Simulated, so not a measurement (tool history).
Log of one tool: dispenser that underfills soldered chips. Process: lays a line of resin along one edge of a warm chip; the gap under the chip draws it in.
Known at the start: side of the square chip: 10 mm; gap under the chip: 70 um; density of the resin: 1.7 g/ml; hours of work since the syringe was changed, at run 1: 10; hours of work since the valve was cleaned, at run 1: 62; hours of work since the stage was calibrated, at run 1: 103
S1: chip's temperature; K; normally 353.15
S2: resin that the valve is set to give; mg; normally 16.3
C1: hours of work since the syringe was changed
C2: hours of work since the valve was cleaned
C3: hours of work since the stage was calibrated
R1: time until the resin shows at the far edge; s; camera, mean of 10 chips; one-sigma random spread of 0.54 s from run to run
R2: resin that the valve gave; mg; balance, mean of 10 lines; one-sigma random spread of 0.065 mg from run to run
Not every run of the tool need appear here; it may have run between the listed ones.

run,hour,S1,S2,C1,C2,C3,R1,R2
1,0,353.15,16.3,10,62,103,67.5,15.65
2,3,353.15,16.3,12,64,105,71.5,15.55
# hour 3.7: new syringe of resin
3,9.1,353.15,16.3,4,68,109,55.9,15.52
4,14.8,353.15,16.3,8,72,113,62.7,15.64
5,19.6,353.15,16.3,11,76,117,71.3,15.53
# hour 21.1: new syringe of resin
6,23,353.15,16.3,1,78,119,49.3,15.5
7,27,353.15,16.3,4,81,122,54.8,15.51
8,31.4,362.15,16.3,7,84,125,45.3,15.44
9,34.6,362.15,16.3,9,86,127,50.5,15.49
# hour 38.3: new syringe of resin
10,38.7,362.15,16.3,0,88,130,35.3,15.28
11,41.6,362.15,16.3,2,91,132,37.8,15.45
12,46.4,362.15,16.3,6,94,135,42.7,15.29
13,50.9,353.15,16.3,9,97,138,64.1,15.14
# hour 55.7: new syringe of resin
14,56.1,353.15,16.3,0,100,141,46.3,15.23
15,60.7,353.15,16.3,3,104,145,52.9,15.19
16,63.5,353.15,16.3,5,105,147,56.7,15.2
17,68.5,353.15,16.3,9,109,150,64.4,15.23
18,71.8,353.15,16.3,11,111,152,68.9,15.08
# hour 73.1: new syringe of resin
19,75.7,352.15,14.5,2,114,155,54.9,13.39
20,81.4,352.15,14.5,6,118,159,65,13.38
21,86.1,341.15,14.5,9,121,162,107.1,13.35
# hour 90.5: new syringe of resin
22,92.1,368.15,15.1,1,125,166,31.2,13.97
23,97.1,368.15,15.1,5,128,169,36.1,13.85
24,100.2,353.15,18.2,7,131,172,58.8,16.7
# hour 103.9: dispensing valve cleaned and set on the balance
25,104.8,363.15,14.3,9,1,174,48.3,14.35
# hour 108.8: new syringe of resin
26,109.2,364.15,15.5,0,3,177,33,15.48
27,115,356.15,14.9,4,8,181,50.6,14.79
28,120,364.15,18.7,8,11,184,42.2,18.61
29,122.8,368.15,18.5,10,13,186,40.8,18.36
# hour 126.4: new syringe of resin
30,128.4,360.15,19.8,1,17,190,36.8,19.59
31,134.3,360.15,19.8,6,21,194,44.3,19.64

For run 32, what comes out?
32,137.6,365.15,16.4,8,23,196,?,?

Run 32 came out at R1 41.7 s, R2 16.14 mg.
Minus the tool's unlogged condition, the same run would have read R1 30.2 s, R2 16.33 mg.
